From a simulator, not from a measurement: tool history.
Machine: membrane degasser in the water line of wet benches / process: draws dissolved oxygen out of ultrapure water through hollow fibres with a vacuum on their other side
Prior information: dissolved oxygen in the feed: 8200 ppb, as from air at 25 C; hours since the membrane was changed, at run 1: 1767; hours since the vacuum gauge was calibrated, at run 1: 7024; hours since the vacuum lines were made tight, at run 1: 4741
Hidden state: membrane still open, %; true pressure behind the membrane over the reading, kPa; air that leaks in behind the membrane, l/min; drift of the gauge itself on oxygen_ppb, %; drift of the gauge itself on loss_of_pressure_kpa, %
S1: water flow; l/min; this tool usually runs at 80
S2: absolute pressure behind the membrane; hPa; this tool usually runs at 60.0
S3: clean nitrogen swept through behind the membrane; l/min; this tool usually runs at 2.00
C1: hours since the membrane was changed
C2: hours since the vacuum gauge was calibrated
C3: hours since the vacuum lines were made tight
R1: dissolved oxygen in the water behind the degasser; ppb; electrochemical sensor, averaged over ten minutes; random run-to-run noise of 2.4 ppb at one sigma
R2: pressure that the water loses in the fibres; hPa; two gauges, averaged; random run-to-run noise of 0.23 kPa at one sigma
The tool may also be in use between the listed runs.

run 1 hour=0.0 | S1=80 S2=60.0 S3=2.00 | C1=1767 C2=7024 C3=4741 | R1=231.9 R2=601.7
run 2 hour=24.6 | S1=80 S2=96.2 S3=2.00 | C1=1791 C2=7049 C3=4766 | R1=502.1 R2=603.4
run 3 hour=66.9 | S1=74 S2=96.2 S3=2.00 | C1=1834 C2=7091 C3=4808 | R1=478.3 R2=558.1
run 4 hour=117.2 | S1=74 S2=96.2 S3=2.00 | C1=1884 C2=7141 C3=4859 | R1=472.1 R2=560.0
run 5 hour=143.7 | S1=80 S2=60.0 S3=2.00 | C1=1911 C2=7168 C3=4885 | R1=232.4 R2=599.3
run 6 hour=172.3 | S1=93 S2=60.0 S3=2.00 | C1=1939 C2=7196 C3=4914 | R1=270.6 R2=695.2
run 7 hour=195.0 | S1=93 S2=60.0 S3=2.00 | C1=1962 C2=7219 C3=4936 | R1=270.8 R2=699.5
run 8 hour=235.7 | S1=93 S2=60.0 S3=2.00 | C1=2003 C2=7260 C3=4977 | R1=267.0 R2=701.4
run 9 hour=264.1 | S1=116 S2=60.0 S3=2.00 | C1=2031 C2=7288 C3=5005 | R1=319.2 R2=875.4
run 10 hour=285.2 | S1=116 S2=60.0 S3=2.00 | C1=2052 C2=7309 C3=5027 | R1=326.2 R2=871.1
run 11 hour=317.0 | S1=116 S2=60.0 S3=2.00 | C1=2084 C2=7341 C3=5058 | R1=317.4 R2=870.0
-- hour=349.8 seals of the vacuum lines changed
run 12 hour=360.8 | S1=80 S2=60.0 S3=2.00 | C1=2126 C2=7383 C3=11 | R1=233.1 R2=604.0
run 13 hour=386.1 | S1=80 S2=60.0 S3=2.00 | C1=2151 C2=7408 C3=36 | R1=232.4 R2=604.3
run 14 hour=414.6 | S1=80 S2=60.0 S3=5.52 | C1=2179 C2=7437 C3=65 | R1=106.5 R2=605.4
run 15 hour=444.5 | S1=80 S2=60.0 S3=2.00 | C1=2209 C2=7467 C3=95 | R1=234.0 R2=600.3
run 16 hour=484.4 | S1=80 S2=60.0 S3=2.00 | C1=2249 C2=7507 C3=135 | R1=232.2 R2=604.3
run 17 hour=512.5 | S1=103 S2=148.3 S3=2.02 | C1=2277 C2=7535 C3=163 | R1=1052.1 R2=773.7
run 18 hour=555.4 | S1=78 S2=88.0 S3=2.00 | C1=2320 C2=7578 C3=206 | R1=436.6 R2=590.6
run 19 hour=595.4 | S1=102 S2=42.4 S3=1.14 | C1=2360 C2=7618 C3=246 | R1=175.3 R2=769.8
run 20 hour=627.9 | S1=125 S2=72.0 S3=2.63 | C1=2393 C2=7650 C3=278 | R1=398.7 R2=938.2
run 21 hour=656.7 | S1=125 S2=72.0 S3=2.63 | C1=2421 C2=7679 C3=307 | R1=392.1 R2=940.0

Forecast run 22:
run 22 hour=680.0 | S1=125 S2=72.0 S3=2.63 | C1=2445 C2=7702 C3=330 | R1=? R2=?

Run 22 yielded R1 397.9 ppb, R2 939.8 hPa.
If the tool had no hidden condition, the same run with the same run-to-run variation would have returned R1 397.4 ppb, R2 939.5 hPa.

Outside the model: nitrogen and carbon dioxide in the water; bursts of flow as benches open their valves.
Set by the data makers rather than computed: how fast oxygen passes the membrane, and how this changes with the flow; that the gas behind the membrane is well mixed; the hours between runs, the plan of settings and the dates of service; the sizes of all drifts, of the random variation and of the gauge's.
